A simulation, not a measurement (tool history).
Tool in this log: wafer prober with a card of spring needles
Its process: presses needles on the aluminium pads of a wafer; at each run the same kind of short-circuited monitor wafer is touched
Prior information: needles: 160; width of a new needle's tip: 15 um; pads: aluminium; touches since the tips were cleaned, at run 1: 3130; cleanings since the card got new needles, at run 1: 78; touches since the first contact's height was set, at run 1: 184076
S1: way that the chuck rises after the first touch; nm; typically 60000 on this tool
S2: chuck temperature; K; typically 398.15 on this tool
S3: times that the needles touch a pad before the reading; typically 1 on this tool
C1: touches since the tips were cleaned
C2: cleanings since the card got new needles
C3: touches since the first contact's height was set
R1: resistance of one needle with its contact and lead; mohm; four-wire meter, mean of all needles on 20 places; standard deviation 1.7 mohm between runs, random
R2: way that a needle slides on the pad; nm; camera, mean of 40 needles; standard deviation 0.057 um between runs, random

| run | hour | S1 | S2 | S3 | C1 | C2 | C3 | R1 | R2 |
|---|---|---|---|---|---|---|---|---|---|
| 1 | 0 | 60000 | 398.15 | 1 | 3130 | 78 | 184076 | 297 | 9580 |
|  | 6.1 | tips cleaned on abrasive film |
|  | 20.5 | tips cleaned on abrasive film |
| 2 | 26.8 | 60000 | 398.15 | 1 | 2320 | 80 | 193852 | 280 | 9510 |
|  | 32.8 | tips cleaned on abrasive film |
|  | 47.4 | tips cleaned on abrasive film |
| 3 | 53.1 | 60000 | 398.15 | 1 | 2101 | 82 | 203489 | 275 | 9610 |
|  | 61.8 | tips cleaned on abrasive film |
|  | 73.4 | height of the first contact set anew |
|  | 76.5 | tips cleaned on abrasive film |
| 4 | 82.1 | 60000 | 398.15 | 1 | 2087 | 84 | 3183 | 252 | 10210 |
|  | 91.2 | tips cleaned on abrasive film |
|  | 106.2 | tips cleaned on abrasive film |
|  | 120.5 | tips cleaned on abrasive film |
| 5 | 122 | 60000 | 398.15 | 1 | 529 | 87 | 17734 | 215 | 10210 |
|  | 133.8 | tips cleaned on abrasive film |
|  | 147.6 | tips cleaned on abrasive film |
| 6 | 147.6 | 60000 | 398.15 | 1 | 0 | 89 | 27109 | 193 | 10010 |
|  | 162.6 | tips cleaned on abrasive film |
|  | 176.9 | tips cleaned on abrasive film |
| 7 | 178.4 | 42000 | 398.15 | 1 | 557 | 91 | 38382 | 258 | 6920 |
|  | 190.4 | tips cleaned on abrasive film |
|  | 205.4 | tips cleaned on abrasive film |
|  | 219.9 | tips cleaned on abrasive film |
| 8 | 230.6 | 50000 | 398.15 | 1 | 3913 | 94 | 57462 | 361 | 8290 |
|  | 233.6 | tips cleaned on abrasive film |
|  | 247.7 | tips cleaned on abrasive film |
| 9 | 258.7 | 45000 | 398.15 | 1 | 4038 | 96 | 67741 | 392 | 7300 |
|  | 261.8 | tips cleaned on abrasive film |
|  | 276.1 | tips cleaned on abrasive film |
|  | 290.6 | tips cleaned on abrasive film |
| 10 | 295.5 | 45000 | 398.15 | 1 | 1805 | 99 | 81208 | 333 | 7380 |
|  | 304.6 | tips cleaned on abrasive film |
|  | 319.2 | tips cleaned on abrasive film |
| 11 | 328.3 | 45000 | 398.15 | 1 | 3342 | 101 | 93190 | 401 | 7340 |
|  | 333.7 | tips cleaned on abrasive film |
|  | 345.7 | tips cleaned on abrasive film |
|  | 360.1 | tips cleaned on abrasive film |
| 12 | 368 | 45000 | 398.15 | 1 | 2915 | 104 | 107705 | 380 | 7230 |
|  | 374.1 | tips cleaned on abrasive film |
|  | 388.2 | tips cleaned on abrasive film |
|  | 400.3 | tips cleaned on abrasive film |
|  | 414.9 | tips cleaned on abrasive film |
| 13 | 420.9 | 45000 | 343.15 | 1 | 2216 | 108 | 127047 | 351 | 7170 |
|  | 429.1 | tips cleaned on abrasive film |
|  | 444.1 | tips cleaned on abrasive film |
| 14 | 451.4 | 48000 | 386.15 | 1 | 2690 | 110 | 138175 | 342 | 7670 |
|  | 457.4 | tips cleaned on abrasive film |
|  | 469.4 | tips cleaned on abrasive film |
|  | 481.5 | tips cleaned on abrasive film |
| 15 | 493.1 | 48000 | 386.15 | 1 | 4285 | 113 | 153427 | 393 | 7700 |
|  | 496.2 | tips cleaned on abrasive film |
|  | 511.2 | tips cleaned on abrasive film |
|  | 525.9 | tips cleaned on abrasive film |
|  | 540 | tips cleaned on abrasive film |
| 16 | 543.3 | 67000 | 369.15 | 2 | 1195 | 117 | 171760 | 212 | 10840 |
|  | 554.3 | tips cleaned on abrasive film |
|  | 568.7 | tips cleaned on abrasive film |
| 17 | 571.6 | 47000 | 364.15 | 2 | 1078 | 119 | 182122 | 247 | 7470 |
|  | 583.6 | tips cleaned on abrasive film |
|  | 595.6 | tips cleaned on abrasive film |
|  | 608.3 | tips cleaned on abrasive film |
| 18 | 608.3 | 44000 | 318.15 | 3 | 0 | 122 | 195527 | 187 | 6880 |
|  | 622.8 | tips cleaned on abrasive film |
|  | 637.6 | tips cleaned on abrasive film |
|  | 649.5 | height of the first contact set anew |
|  | 652.6 | tips cleaned on abrasive film |
| 19 | 660.7 | 64000 | 398.15 | 3 | 3005 | 125 | 4102 | 216 | 10870 |
|  | 666.8 | tips cleaned on abrasive film |
|  | 681.2 | tips cleaned on abrasive film |
|  | 696.2 | tips cleaned on abrasive film |
| 20 | 698.4 | 64000 | 398.15 | 3 | 787 | 128 | 17845 | 202 | 10750 |
|  | 709.7 | tips cleaned on abrasive film |
|  | 724.2 | tips cleaned on abrasive film |
| 21 | 730.6 | 60000 | 350.15 | 1 | 2357 | 130 | 29632 | 287 | 10110 |
|  | 739 | tips cleaned on abrasive film |
|  | 753.8 | tips cleaned on abrasive film |
|  | 768.8 | tips cleaned on abrasive film |
| 22 | 774.7 | 50000 | 398.15 | 2 | 2154 | 133 | 45758 | 271 | 8420 |

Here are 5 independent what-if runs from the current tool condition. What would each one return?
|  | 783 | tips cleaned on abrasive film |
|  | 795 | tips cleaned on abrasive film |
|  | 810 | tips cleaned on abrasive film |
|  | 822.1 | tips cleaned on abrasive film |
| A | 831.1 | 72000 | 398.15 | 1 | 3341 | 137 | 66401 | ? | ? |
|  | 783 | tips cleaned on abrasive film |
|  | 795 | tips cleaned on abrasive film |
|  | 810 | tips cleaned on abrasive film |
|  | 822.1 | tips cleaned on abrasive film |
| B | 831.1 | 42000 | 355.15 | 1 | 3341 | 137 | 66401 | ? | ? |
|  | 783 | tips cleaned on abrasive film |
|  | 795 | tips cleaned on abrasive film |
|  | 810 | tips cleaned on abrasive film |
|  | 822.1 | tips cleaned on abrasive film |
| C | 831.1 | 62000 | 300.15 | 1 | 3341 | 137 | 66401 | ? | ? |
|  | 783 | tips cleaned on abrasive film |
|  | 795 | tips cleaned on abrasive film |
|  | 810 | tips cleaned on abrasive film |
|  | 822.1 | tips cleaned on abrasive film |
| D | 831.1 | 63000 | 299.15 | 2 | 3341 | 137 | 66401 | ? | ? |
|  | 783 | tips cleaned on abrasive film |
|  | 795 | tips cleaned on abrasive film |
|  | 810 | tips cleaned on abrasive film |
|  | 822.1 | tips cleaned on abrasive film |
| E | 831.1 | 51000 | 312.15 | 3 | 3341 | 137 | 66401 | ? | ? |

| run | R1 | R2 |
|---|---|---|
| A | 264 | 11980 |
| B | 443 | 6890 |
| C | 297 | 10330 |
| D | 245 | 10580 |
| E | 240 | 8520 |
Had the tool no hidden state, the same runs would have come out as:
| run | R1 | R2 |
|---|---|---|
| A | 173 | 12210 |
| B | 179 | 7120 |
| C | 159 | 10560 |
| D | 161 | 10810 |
| E | 166 | 8740 |
